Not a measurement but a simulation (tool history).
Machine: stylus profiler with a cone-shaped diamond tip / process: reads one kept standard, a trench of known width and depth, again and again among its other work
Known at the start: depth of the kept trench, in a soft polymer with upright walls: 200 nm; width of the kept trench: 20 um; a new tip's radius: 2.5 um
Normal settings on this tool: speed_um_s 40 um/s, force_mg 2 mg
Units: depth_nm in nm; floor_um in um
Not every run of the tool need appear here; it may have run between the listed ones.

run,day,speed_um_s,force_mg,depth_nm,floor_um
1,0,40,2,202.87,17.58
2,2.721,40,3.44,204.03,17.63
3,7.292,120,2,202.88,17.28
4,11.6,41,2,202.91,17.45
5,16.275,63,2,202.89,17.32
6,19.812,63,2,203,17.27
7,24.588,40,2,202.98,17.38
8,26.738,40,2,202.97,17.3
9,31.742,66,2,203.03,17.18
10,36.471,25,2,203.06,17.31
11,40.029,40,3.75,204.51,17.23
12,43.462,90,2,203.1,16.97
13,47.067,137,2,203.13,16.79
14,50.3,137,2,203.12,16.67
15,53.358,40,2,203.17,16.97
# day 55.592: height scale calibrated on a step standard
16,57.879,40,2,202.69,17.03
17,62.712,40,2,202.71,16.96
18,67.562,40,4.42,204.61,16.95
19,70.333,40,4.42,204.72,16.94
20,75.038,40,4.42,204.69,16.86
21,77.379,40,4.42,204.72,16.8
22,81.883,42,2,202.83,16.77
23,84.75,42,2,202.83,16.7
# day 85.504: new tip fitted, height scale calibrated
24,88.696,42,2,202.74,17.86
25,92.121,38,1.48,202.23,17.86
26,96.017,101,1.48,202.25,17.52
27,98.888,34,4.53,204.75,17.81
28,101.488,34,4.53,204.76,17.74
29,104.675,130,1.47,202.32,17.26
30,107.429,146,0.76,201.51,16.98
31,112.046,40,4.15,204.6,17.6
32,116.158,79,0.74,201.58,17.24
33,120.35,11,4.87,205.17,17.61
34,125.108,53,0.73,201.58,17.26
35,127.846,32,3.24,203.97,17.47
36,131.567,88,0.67,201.55,16.91
37,135.038,11,0.98,201.99,17.39
38,139.746,13,0.76,201.76,17.33
39,142.229,19,1.08,202.14,17.31
40,146.425,19,1.08,202.17,17.23
41,149.854,19,4.36,204.94,17.19
42,153.117,27,4.16,204.84,17.24
43,156.779,27,4.16,204.85,17.09
44,161.821,40,1.95,203.13,17.01
# day 166.279: height scale calibrated on a step standard
45,166.279,40,1.95,202.68,16.99

Each row is a separate what-if for the run after 45, all from the same tool condition, not one after another. Results?
A,169.258,40,2.96,?,?
B,169.258,40,1.23,?,?
C,169.258,141,0.71,?,?

run,depth_nm,floor_um
A,203.61,16.96
B,202.02,16.91
C,201.39,16.23
Stripped of hidden state, with their random variation kept, the same runs would have yielded:
run,depth_nm,floor_um
A,203.55,17.92
B,201.96,17.87
C,201.33,17.19
